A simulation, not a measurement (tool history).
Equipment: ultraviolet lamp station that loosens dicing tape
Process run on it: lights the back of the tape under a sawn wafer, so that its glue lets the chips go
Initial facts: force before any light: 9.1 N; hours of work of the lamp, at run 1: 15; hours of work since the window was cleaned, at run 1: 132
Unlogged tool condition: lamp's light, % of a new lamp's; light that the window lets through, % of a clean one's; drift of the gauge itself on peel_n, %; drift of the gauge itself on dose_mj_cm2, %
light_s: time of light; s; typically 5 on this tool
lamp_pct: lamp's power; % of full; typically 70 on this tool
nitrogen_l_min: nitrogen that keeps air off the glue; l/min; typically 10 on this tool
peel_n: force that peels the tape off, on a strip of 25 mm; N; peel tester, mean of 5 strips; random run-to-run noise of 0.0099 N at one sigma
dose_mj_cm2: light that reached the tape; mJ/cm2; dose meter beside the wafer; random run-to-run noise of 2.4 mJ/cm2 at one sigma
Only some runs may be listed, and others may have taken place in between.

run	hour	light_s	lamp_pct	nitrogen_l_min	hours of work of the lamp	hours of work since the window was cleaned	peel_n	dose_mj_cm2
1	0	5	70	10	15	132	0.459	265
2	8.9	5	70	10	20	137	0.443	261
3	24.9	5	70	10	30	147	0.454	262
4	40.8	7	70	10	40	157	0.251	365
5	56.3	7	70	3	50	167	0.7	356
6	67.9	5	67	10	57	174	0.514	250
7	83.7	5	67	10	67	184	0.499	247
8	96.2	5	67	10	74	191	0.509	244
9	112	5	67	3	84	201	1.492	243
# hour 114: window cleaned of glue's vapour
10	132.6	9	70	18	96	11	0.174	462
11	152.4	9	70	18	109	24	0.171	456
12	165.5	3	94	10	117	32	0.781	202
# hour 167.8: window cleaned of glue's vapour, once more
13	183.1	5	96	6	127	9	0.384	345
14	191.9	5	85	19	133	15	0.208	312
15	209.5	4	70	19	143	26	0.47	200
16	222.2	6	70	5	151	33	0.628	304
17	236.6	5	75	10	160	42	0.419	270
18	251.9	5	75	10	170	52	0.405	269

Consider 4 possible next runs. They are alternatives, not a sequence: every one starts from the tool as it was left by run 18. What does each give?
A	268.2	3	70	16	180	62	?	?
B	268.2	5	71	10	180	62	?	?
C	268.2	6	78	12	180	62	?	?
D	268.2	5	70	11	180	62	?	?

run	peel_n	dose_mj_cm2
A	0.991	147
B	0.476	256
C	0.238	339
D	0.444	251
Had the tool no hidden state, the same runs would have come out as:
run	peel_n	dose_mj_cm2
A	0.876	157
B	0.418	272
C	0.219	360
D	0.39	267
